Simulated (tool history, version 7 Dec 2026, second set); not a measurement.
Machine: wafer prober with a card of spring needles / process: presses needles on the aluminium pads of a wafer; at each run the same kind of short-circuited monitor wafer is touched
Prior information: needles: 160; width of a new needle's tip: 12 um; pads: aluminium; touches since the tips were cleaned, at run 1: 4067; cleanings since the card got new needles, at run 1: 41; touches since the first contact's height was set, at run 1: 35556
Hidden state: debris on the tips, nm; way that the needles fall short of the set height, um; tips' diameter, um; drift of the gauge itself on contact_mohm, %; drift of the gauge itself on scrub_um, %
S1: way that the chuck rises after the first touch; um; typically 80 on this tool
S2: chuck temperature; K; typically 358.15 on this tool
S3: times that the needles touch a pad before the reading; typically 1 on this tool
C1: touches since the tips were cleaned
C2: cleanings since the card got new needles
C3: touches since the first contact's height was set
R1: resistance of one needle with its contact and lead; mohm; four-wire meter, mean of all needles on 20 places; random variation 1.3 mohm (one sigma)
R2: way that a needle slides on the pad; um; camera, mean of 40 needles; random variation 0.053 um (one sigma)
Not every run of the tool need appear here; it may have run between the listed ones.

run 1 hour=0.0 | S1=80 S2=358.15 S3=1 | C1=4067 C2=41 C3=35556 | R1=124 R2=17.33
-- hour=2.4 tips cleaned on abrasive film
-- hour=11.7 tips cleaned on abrasive film
-- hour=23.3 tips cleaned on abrasive film
-- hour=32.6 tips cleaned on abrasive film
-- hour=44.2 tips cleaned on abrasive film
run 2 hour=47.5 | S1=80 S2=358.15 S3=1 | C1=1859 C2=46 C3=62347 | R1=120 R2=17.33
-- hour=54.5 tips cleaned on abrasive film
-- hour=63.8 tips cleaned on abrasive film
-- hour=75.4 tips cleaned on abrasive film
run 3 hour=81.2 | S1=80 S2=358.15 S3=1 | C1=3354 C2=49 C3=81447 | R1=124 R2=17.09
-- hour=85.9 tips cleaned on abrasive film
-- hour=97.5 tips cleaned on abrasive film
-- hour=109.1 tips cleaned on abrasive film
-- hour=120.7 tips cleaned on abrasive film
-- hour=130.0 tips cleaned on abrasive film
run 4 hour=130.7 | S1=80 S2=358.15 S3=1 | C1=398 C2=54 C3=109398 | R1=113 R2=17.09
-- hour=140.0 tips cleaned on abrasive film
-- hour=151.6 tips cleaned on abrasive film
-- hour=160.9 tips cleaned on abrasive film
run 5 hour=169.4 | S1=80 S2=358.15 S3=1 | C1=4824 C2=57 C3=131279 | R1=125 R2=17.01
-- hour=171.8 tips cleaned on abrasive film
-- hour=181.1 tips cleaned on abrasive film
-- hour=192.7 tips cleaned on abrasive film
-- hour=202.0 tips cleaned on abrasive film
run 6 hour=209.8 | S1=80 S2=358.15 S3=1 | C1=4456 C2=61 C3=154104 | R1=123 R2=16.93
-- hour=212.2 tips cleaned on abrasive film
-- hour=223.8 tips cleaned on abrasive film
-- hour=235.4 tips cleaned on abrasive film
-- hour=247.0 tips cleaned on abrasive film
run 7 hour=248.6 | S1=80 S2=358.15 S3=1 | C1=923 C2=65 C3=176021 | R1=117 R2=16.80
-- hour=257.9 tips cleaned on abrasive film
-- hour=269.5 tips cleaned on abrasive film
-- hour=281.1 tips cleaned on abrasive film
-- hour=285.8 tips cleaned on abrasive film, once more
run 8 hour=290.9 | S1=80 S2=358.15 S3=1 | C1=2903 C2=69 C3=199916 | R1=124 R2=16.74
-- hour=295.6 tips cleaned on abrasive film
-- hour=307.2 tips cleaned on abrasive film
-- hour=318.8 tips cleaned on abrasive film
-- hour=330.4 tips cleaned on abrasive film
-- hour=342.0 tips cleaned on abrasive film
run 9 hour=344.5 | S1=80 S2=358.15 S3=1 | C1=1422 C2=74 C3=230202 | R1=118 R2=16.62
-- hour=349.4 height of the first contact set anew
-- hour=351.8 tips cleaned on abrasive film
-- hour=363.4 tips cleaned on abrasive film
-- hour=375.0 tips cleaned on abrasive film
run 10 hour=378.4 | S1=80 S2=366.15 S3=1 | C1=1972 C2=77 C3=16404 | R1=119 R2=17.28
-- hour=385.4 tips cleaned on abrasive film
-- hour=397.0 tips cleaned on abrasive film
-- hour=408.6 tips cleaned on abrasive film
-- hour=420.2 tips cleaned on abrasive film
run 11 hour=423.9 | S1=80 S2=366.15 S3=1 | C1=2096 C2=81 C3=42117 | R1=123 R2=17.28
-- hour=430.9 tips cleaned on abrasive film
-- hour=442.5 tips cleaned on abrasive film
-- hour=454.1 tips cleaned on abrasive film
-- hour=463.4 tips cleaned on abrasive film
run 12 hour=469.9 | S1=68 S2=358.15 S3=1 | C1=3728 C2=85 C3=68150 | R1=123 R2=14.65
-- hour=474.6 tips cleaned on abrasive film
-- hour=486.2 tips cleaned on abrasive film
-- hour=497.8 tips cleaned on abrasive film
-- hour=509.4 tips cleaned on abrasive film
-- hour=521.0 tips cleaned on abrasive film
run 13 hour=523.5 | S1=67 S2=358.15 S3=1 | C1=1443 C2=90 C3=98458 | R1=121 R2=14.31
-- hour=530.5 tips cleaned on abrasive film
-- hour=542.1 tips cleaned on abrasive film
-- hour=551.4 tips cleaned on abrasive film
run 14 hour=558.0 | S1=67 S2=358.15 S3=1 | C1=3724 C2=93 C3=117927 | R1=123 R2=14.19
-- hour=562.7 tips cleaned on abrasive film
-- hour=574.3 tips cleaned on abrasive film
-- hour=585.9 tips cleaned on abrasive film
run 15 hour=589.3 | S1=60 S2=360.15 S3=2 | C1=1973 C2=96 C3=135645 | R1=118 R2=12.68
-- hour=596.3 tips cleaned on abrasive film
-- hour=607.9 tips cleaned on abrasive film
-- hour=619.5 tips cleaned on abrasive film
-- hour=631.1 tips cleaned on abrasive film
-- hour=642.7 tips cleaned on abrasive film
run 16 hour=645.3 | S1=60 S2=360.15 S3=2 | C1=1455 C2=101 C3=167279 | R1=119 R2=12.54
-- hour=652.2 tips cleaned on abrasive film
-- hour=661.5 tips cleaned on abrasive film
-- hour=673.1 tips cleaned on abrasive film
-- hour=684.7 tips cleaned on abrasive film
-- hour=694.0 tips cleaned on abrasive film
-- hour=705.6 tips cleaned on abrasive film
run 17 hour=708.4 | S1=60 S2=360.15 S3=2 | C1=1585 C2=107 C3=202973 | R1=118 R2=12.52
-- hour=715.4 tips cleaned on abrasive film
-- hour=727.0 tips cleaned on abrasive film
-- hour=738.6 tips cleaned on abrasive film
-- hour=750.2 tips cleaned on abrasive film
-- hour=761.8 tips cleaned on abrasive film
-- hour=762.1 height of the first contact set anew
-- hour=773.7 tips cleaned on abrasive film
run 18 hour=775.4 | S1=63 S2=360.15 S3=2 | C1=963 C2=113 C3=7523 | R1=117 R2=13.73
-- hour=784.7 tips cleaned on abrasive film
-- hour=796.3 tips cleaned on abrasive film
-- hour=805.6 tips cleaned on abrasive film
-- hour=817.2 tips cleaned on abrasive film
-- hour=828.8 tips cleaned on abrasive film
run 19 hour=833.9 | S1=63 S2=360.15 S3=2 | C1=2898 C2=118 C3=40598 | R1=120 R2=13.53
-- hour=838.6 tips cleaned on abrasive film
-- hour=850.2 tips cleaned on abrasive film
-- hour=861.8 tips cleaned on abrasive film
run 20 hour=869.6 | S1=75 S2=326.15 S3=1 | C1=4492 C2=121 C3=60831 | R1=119 R2=16.10
-- hour=872.0 tips cleaned on abrasive film
-- hour=883.6 tips cleaned on abrasive film
-- hour=895.2 tips cleaned on abrasive film
-- hour=904.5 tips cleaned on abrasive film
-- hour=916.1 tips cleaned on abrasive film
run 21 hour=924.8 | S1=81 S2=358.15 S3=1 | C1=4931 C2=126 C3=92002 | R1=122 R2=17.33
-- hour=927.2 tips cleaned on abrasive film
-- hour=938.8 tips cleaned on abrasive film
-- hour=950.4 tips cleaned on abrasive film
-- hour=962.0 tips cleaned on abrasive film
-- hour=972.7 tips cleaned on abrasive film
run 22 hour=972.7 | S1=66 S2=358.15 S3=1 | C1=0 C2=131 C3=119075 | R1=112 R2=14.04
-- hour=984.3 tips cleaned on abrasive film
-- hour=993.6 tips cleaned on abrasive film
-- hour=1005.2 tips cleaned on abrasive film
-- hour=1016.8 tips cleaned on abrasive film
-- hour=1028.4 tips cleaned on abrasive film
-- hour=1039.1 tips cleaned on abrasive film
run 23 hour=1039.1 | S1=66 S2=362.15 S3=1 | C1=0 C2=137 C3=156591 | R1=112 R2=14.00
-- hour=1050.7 tips cleaned on abrasive film
-- hour=1062.3 tips cleaned on abrasive film
-- hour=1073.9 tips cleaned on abrasive film
-- hour=1085.5 tips cleaned on abrasive film
-- hour=1097.1 tips cleaned on abrasive film
run 24 hour=1105.3 | S1=91 S2=300.15 S3=2 | C1=4723 C2=142 C3=194114 | R1=109 R2=19.17

The logged runs with the hidden state left out (each run's random variation unchanged):
run=1 R1=112 R2=17.41
run=2 R1=113 R2=17.53
run=3 R1=114 R2=17.35
run=4 R1=112 R2=17.43
run=5 R1=113 R2=17.39
run=6 R1=112 R2=17.39
run=7 R1=114 R2=17.33
run=8 R1=114 R2=17.35
run=9 R1=112 R2=17.29
run=10 R1=113 R2=17.32
run=11 R1=116 R2=17.39
run=12 R1=112 R2=14.83
run=13 R1=115 R2=14.58
run=14 R1=112 R2=14.52
run=15 R1=112 R2=13.05
run=16 R1=113 R2=12.98
run=17 R1=112 R2=13.07
run=18 R1=113 R2=13.74
run=19 R1=113 R2=13.63
run=20 R1=108 R2=16.25
run=21 R1=112 R2=17.56
run=22 R1=112 R2=14.36
run=23 R1=112 R2=14.42
run=24 R1=104 R2=19.68

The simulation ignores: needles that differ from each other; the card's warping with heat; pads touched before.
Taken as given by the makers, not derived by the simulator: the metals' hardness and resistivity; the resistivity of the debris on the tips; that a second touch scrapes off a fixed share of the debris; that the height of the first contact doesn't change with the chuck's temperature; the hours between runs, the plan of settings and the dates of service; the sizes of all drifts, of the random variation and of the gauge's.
